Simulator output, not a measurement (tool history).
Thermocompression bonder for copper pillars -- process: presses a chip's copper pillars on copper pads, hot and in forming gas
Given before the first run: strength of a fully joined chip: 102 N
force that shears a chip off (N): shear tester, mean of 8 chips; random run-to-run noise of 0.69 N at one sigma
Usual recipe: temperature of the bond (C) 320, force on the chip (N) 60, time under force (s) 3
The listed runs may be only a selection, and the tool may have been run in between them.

| run | day | temperature of the bond (C) | force on the chip (N) | time under force (s) | force that shears a chip off (N) |
|---|---|---|---|---|---|
| 1 | 0.000 | 320 | 60 | 3 | 46.8 |
| 2 | 2.954 | 320 | 60 | 3 | 47.0 |
| 3 | 6.592 | 320 | 60 | 3 | 46.5 |
| 4 | 8.846 | 320 | 60 | 3 | 47.2 |
| 5 | 11.575 | 320 | 60 | 3 | 46.2 |
| 6 | 14.025 | 320 | 44 | 3 | 41.6 |
| 7 | 15.992 | 320 | 44 | 3 | 41.3 |
| 8 | 18.808 | 320 | 44 | 3 | 41.1 |
|  | 19.333 | forming gas filter changed |
| 9 | 20.467 | 320 | 44 | 3 | 41.2 |
| 10 | 24.017 | 320 | 44 | 3 | 42.7 |
| 11 | 27.150 | 320 | 44 | 3 | 42.2 |
| 12 | 30.825 | 320 | 44 | 3 | 42.5 |
| 13 | 34.450 | 320 | 44 | 3 | 43.7 |
| 14 | 38.129 | 320 | 60 | 2 | 42.1 |
| 15 | 41.683 | 320 | 60 | 2 | 42.4 |
| 16 | 44.500 | 320 | 60 | 2 | 42.4 |
| 17 | 47.212 | 320 | 60 | 2 | 42.6 |
| 18 | 49.550 | 320 | 60 | 2 | 42.7 |
| 19 | 51.488 | 320 | 60 | 2 | 43.5 |
| 20 | 54.008 | 304 | 60 | 2 | 36.6 |
|  | 55.138 | forming gas filter changed |
| 21 | 57.771 | 302 | 77 | 2 | 42.1 |
| 22 | 60.375 | 348 | 67 | 2 | 60.1 |
| 23 | 62.233 | 317 | 38 | 2 | 32.8 |
| 24 | 65.296 | 320 | 36 | 3 | 41.0 |
| 25 | 68.446 | 322 | 38 | 2 | 36.9 |
| 26 | 71.538 | 295 | 48 | 2 | 30.1 |
|  | 71.888 | force cell calibrated |
| 27 | 74.696 | 335 | 59 | 6 | 73.0 |
| 28 | 78.162 | 301 | 59 | 6 | 55.0 |
|  | 78.896 | force cell calibrated, once more |
| 29 | 81.267 | 301 | 42 | 6 | 46.0 |
| 30 | 83.246 | 301 | 42 | 6 | 45.3 |
| 31 | 86.529 | 325 | 42 | 2 | 37.0 |
|  | 87.342 | heater calibrated with a thermocouple chip |
| 32 | 90.308 | 292 | 52 | 3 | 31.4 |
|  | 91.242 | forming gas filter changed |
| 33 | 92.533 | 320 | 60 | 2 | 42.1 |
| 34 | 95.267 | 315 | 60 | 5 | 56.2 |
| 35 | 98.842 | 333 | 39 | 3 | 45.3 |
| 36 | 101.196 | 333 | 75 | 2 | 52.1 |
| 37 | 103.375 | 329 | 42 | 4 | 49.8 |
| 38 | 106.650 | 294 | 60 | 2 | 30.9 |

Hidden state or all else? Some run-to-run changes of force that shears a chip off (N), split into what the settings, what came in and random variation would give without the hidden state, and what is left for the hidden state (with any gauge scatter that isn't in both results):
The tool's hidden condition here consists of: true temperature of the bond over the reading, C; force that reaches the chip, % of what is set; oxide that the forming gas leaves, % of the face; drift of the gauge itself on shear_n, %.
Run 20 -> 21: temperature of the bond (C) 304 -> 302, force on the chip (N) 60 -> 77, forming gas filter changed. force that shears a chip off (N) +5.5: hidden state +1.7, all else +3.8.
Run 22 -> 23: temperature of the bond (C) 348 -> 317, force on the chip (N) 67 -> 38. force that shears a chip off (N) -27.3: hidden state -0.9, all else -26.4.
Run 26 -> 27: temperature of the bond (C) 295 -> 335, force on the chip (N) 48 -> 59, time under force (s) 2 -> 6, force cell calibrated. force that shears a chip off (N) +42.9: hidden state +1.2, all else +41.7.
Run 28 -> 29: force on the chip (N) 59 -> 42, force cell calibrated, once more. force that shears a chip off (N) -9.0: hidden state -2.1, all else -6.9.
Run 31 -> 32: temperature of the bond (C) 325 -> 292, force on the chip (N) 42 -> 52, time under force (s) 2 -> 3, heater calibrated with a thermocouple chip. force that shears a chip off (N) -5.6: hidden state -3.4, all else -2.2.
Run 37 -> 38: temperature of the bond (C) 329 -> 294, force on the chip (N) 42 -> 60, time under force (s) 4 -> 2. force that shears a chip off (N) -18.9: hidden state +0.0, all else -18.9.
